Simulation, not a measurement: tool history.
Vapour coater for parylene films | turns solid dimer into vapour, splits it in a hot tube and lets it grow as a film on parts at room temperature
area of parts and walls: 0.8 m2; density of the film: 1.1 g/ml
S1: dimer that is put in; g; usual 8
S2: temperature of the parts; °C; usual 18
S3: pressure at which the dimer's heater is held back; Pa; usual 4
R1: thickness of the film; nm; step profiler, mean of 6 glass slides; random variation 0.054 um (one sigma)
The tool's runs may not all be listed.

run    hour  S1  S2    S3    R1
  1       0   8  18     4  5790
  2    38.9   8  24     4  4870
  3   100.2   8  24     4  4820
  4     149   8  24     4  4840
  5   195.6   8  24     4  4770
  6   265.9   8  18     4  5610
  7   312.6   8  18     4  5580
  8   371.9  10  18     4  6980
  9   420.9   8  18     4  5460
 10   473.6   8  21     4  4990
 11   517.1   8  21     4  5070
 12   560.8   8  21     4  4960
      594.8  -- trap's valve overhauled
 13   598.3   8  21     4  5710
 14   667.8   7  18     4  5480
      674.5  -- table's thermometer calibrated
 15   729.7   8  18  7.86  5400
 16   787.1   5  22  2.85  3560
 17   825.3   5  22  2.85  3610
 18   861.2   5  22  2.85  3640
      901.7  -- table's thermometer calibrated, once more
 19   932.9  12  18     4  9080
 20   974.3   3  25  2.74  1980
 21  1007.5   6  25  2.74  3950
 22  1053.9   8  12   2.4  7730
 23  1121.9   6  27  3.69  3500
 24  1167.1   8  21  2.02  6210
 25  1213.8   4  21  2.02  3040
 26  1263.4   8  18  7.26  5280
 27  1302.6  10  13  2.01  9540
 28  1355.8  14  24  9.14  7340
 29  1387.2  14  27  4.49  7630

Forecast each of these 4 alternatives for the next run:
  A  1437.4  14  19   4.49   ?
  B  1437.4   4  19  11.09   ?
  C  1437.4  12  14   4.49   ?
  D  1437.4   5  23   7.35   ?

run    R1
  A  9540
  B  2280
  C  9350
  D  2750
Without the tool's hidden state the same runs would have given:
run     R1
  A  10460
  B   2500
  C  10270
  D   3030

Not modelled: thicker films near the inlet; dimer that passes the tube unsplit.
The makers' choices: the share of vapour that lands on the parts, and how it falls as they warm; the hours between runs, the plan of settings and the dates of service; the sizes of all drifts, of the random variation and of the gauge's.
